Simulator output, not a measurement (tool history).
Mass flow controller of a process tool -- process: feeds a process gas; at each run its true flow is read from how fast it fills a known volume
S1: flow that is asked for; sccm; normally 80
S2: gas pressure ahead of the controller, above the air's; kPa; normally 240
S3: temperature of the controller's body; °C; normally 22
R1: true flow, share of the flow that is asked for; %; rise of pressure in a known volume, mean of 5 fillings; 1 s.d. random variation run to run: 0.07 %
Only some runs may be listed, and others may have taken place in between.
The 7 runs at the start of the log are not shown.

{"run": 8, "hour": 564.1, "S1": 36, "S2": 240, "S3": 22, "R1": 97.22}
{"run": 9, "hour": 643.7, "S1": 80, "S2": 240, "S3": 23, "R1": 98.48}
{"run": 10, "hour": 737.7, "S1": 80, "S2": 240, "S3": 23, "R1": 98.34}
{"run": 11, "hour": 834.3, "S1": 80, "S2": 240, "S3": 22, "R1": 98.36}
{"run": 12, "hour": 880.2, "S1": 80, "S2": 240, "S3": 22, "R1": 98.42}
{"run": 13, "hour": 969.6, "S1": 80, "S2": 144, "S3": 22, "R1": 98.91}
{"run": 14, "hour": 1043.2, "S1": 80, "S2": 144, "S3": 22, "R1": 98.77}
{"run": 15, "hour": 1093.3, "S1": 80, "S2": 144, "S3": 22, "R1": 98.63}
{"run": 16, "hour": 1187.5, "S1": 80, "S2": 240, "S3": 24, "R1": 98.42}
{"run": 17, "hour": 1292.4, "S1": 80, "S2": 240, "S3": 24, "R1": 98.39}
{"run": 18, "hour": 1358.4, "S1": 80, "S2": 228, "S3": 24, "R1": 98.54}
{"run": 19, "hour": 1444.7, "S1": 77, "S2": 184, "S3": 24, "R1": 98.6}
{"run": 20, "hour": 1537.6, "S1": 77, "S2": 214, "S3": 22, "R1": 98.34}
{"run": 21, "hour": 1632.3, "S1": 18, "S2": 178, "S3": 20, "R1": 94.89}
{"run": 22, "hour": 1715.6, "S1": 18, "S2": 178, "S3": 20, "R1": 94.87}
{"run": 23, "hour": 1762.1, "S1": 18, "S2": 178, "S3": 20, "R1": 94.73}
{"run": 24, "hour": 1849.0, "S1": 20, "S2": 256, "S3": 20, "R1": 94.7}
{"run": 25, "hour": 1947.6, "S1": 36, "S2": 271, "S3": 30, "R1": 97.23}
{"run": 26, "hour": 2037.7, "S1": 36, "S2": 271, "S3": 30, "R1": 97.14}
{"run": 27, "hour": 2115.7, "S1": 80, "S2": 201, "S3": 32, "R1": 99.06}
{"run": 28, "hour": 2169.2, "S1": 18, "S2": 155, "S3": 24, "R1": 95.02}
{"run": 29, "hour": 2220.5, "S1": 18, "S2": 155, "S3": 24, "R1": 94.98}
{"run": 30, "hour": 2281.4, "S1": 15, "S2": 240, "S3": 32, "R1": 94.4}
{"run": 31, "hour": 2329.8, "S1": 15, "S2": 234, "S3": 40, "R1": 95.0}
{"run": 32, "hour": 2380.2, "S1": 60, "S2": 240, "S3": 22, "R1": 97.44}

5 ways to go on from here, each from the tool as it stands after run 32. What would each give?
{"run": "A", "hour": 2468.3, "S1": 80, "S2": 240, "S3": 29, "R1": "?"}
{"run": "B", "hour": 2468.3, "S1": 96, "S2": 245, "S3": 22, "R1": "?"}
{"run": "C", "hour": 2468.3, "S1": 10, "S2": 143, "S3": 22, "R1": "?"}
{"run": "D", "hour": 2468.3, "S1": 60, "S2": 162, "S3": 22, "R1": "?"}
{"run": "E", "hour": 2468.3, "S1": 12, "S2": 143, "S3": 31, "R1": "?"}

run=A R1=98.58
run=B R1=98.31
run=C R1=91.13
run=D R1=97.85
run=E R1=93.19
With no hidden state in the tool, these same runs would have given:
run=A R1=99.97
run=B R1=99.55
run=C R1=99.10
run=D R1=99.56
run=E R1=99.91

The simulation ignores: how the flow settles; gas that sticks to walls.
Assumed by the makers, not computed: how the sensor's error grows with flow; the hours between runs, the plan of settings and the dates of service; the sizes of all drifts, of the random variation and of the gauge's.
